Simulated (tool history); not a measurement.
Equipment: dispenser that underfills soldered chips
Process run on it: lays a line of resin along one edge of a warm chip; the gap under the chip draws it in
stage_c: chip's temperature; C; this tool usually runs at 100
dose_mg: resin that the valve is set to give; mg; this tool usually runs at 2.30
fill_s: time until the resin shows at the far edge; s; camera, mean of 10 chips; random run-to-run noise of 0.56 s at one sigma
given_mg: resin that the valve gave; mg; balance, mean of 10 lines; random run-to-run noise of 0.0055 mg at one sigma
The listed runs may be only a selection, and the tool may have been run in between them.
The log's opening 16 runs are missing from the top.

| run | hour | stage_c | dose_mg | fill_s | given_mg |
|---|---|---|---|---|---|
| 17 | 88.8 | 100 | 2.55 | 63.7 | 2.451 |
|  | 92.0 | new syringe of resin |
|  | 94.5 | dispensing valve cleaned and set on the balance |
| 18 | 97.5 | 115 | 2.03 | 34.0 | 2.026 |
|  | 103.5 | new syringe of resin |
| 19 | 105.2 | 113 | 2.49 | 32.3 | 2.486 |
| 20 | 110.6 | 107 | 2.84 | 48.2 | 2.824 |
|  | 114.3 | new syringe of resin |
| 21 | 115.3 | 107 | 2.84 | 38.2 | 2.829 |
| 22 | 119.0 | 107 | 2.84 | 44.9 | 2.820 |
|  | 124.9 | new syringe of resin |
| 23 | 126.5 | 107 | 2.84 | 39.0 | 2.818 |
| 24 | 133.4 | 113 | 2.79 | 42.0 | 2.765 |
|  | 135.5 | new syringe of resin |
| 25 | 139.7 | 109 | 2.79 | 39.6 | 2.755 |
| 26 | 142.9 | 109 | 2.55 | 45.0 | 2.517 |
|  | 145.9 | new syringe of resin |
| 27 | 149.5 | 102 | 2.24 | 51.9 | 2.209 |
| 28 | 154.3 | 100 | 2.32 | 66.3 | 2.280 |
|  | 156.5 | new syringe of resin |
| 29 | 160.3 | 111 | 2.37 | 37.1 | 2.325 |
| 30 | 164.0 | 105 | 2.80 | 52.2 | 2.745 |
|  | 166.7 | new syringe of resin |
| 31 | 170.4 | 86 | 2.35 | 97.5 | 2.302 |
| 32 | 176.0 | 107 | 2.38 | 55.4 | 2.329 |

Predict each of these 3 candidate next runs independently; none follows another, all start after run 32:
|  | 177.3 | new syringe of resin |
| A | 182.1 | 100 | 2.77 | ? | ? |
|  | 177.3 | new syringe of resin |
| B | 182.1 | 115 | 2.43 | ? | ? |
|  | 177.3 | new syringe of resin |
| C | 182.1 | 93 | 2.30 | ? | ? |

| run | fill_s | given_mg |
|---|---|---|
| A | 58.3 | 2.718 |
| B | 34.8 | 2.381 |
| C | 78.3 | 2.244 |
Stripped of hidden state, with their random variation kept, the same runs would have yielded:
| run | fill_s | given_mg |
|---|---|---|
| A | 46.8 | 2.780 |
| B | 28.1 | 2.435 |
| C | 62.7 | 2.295 |
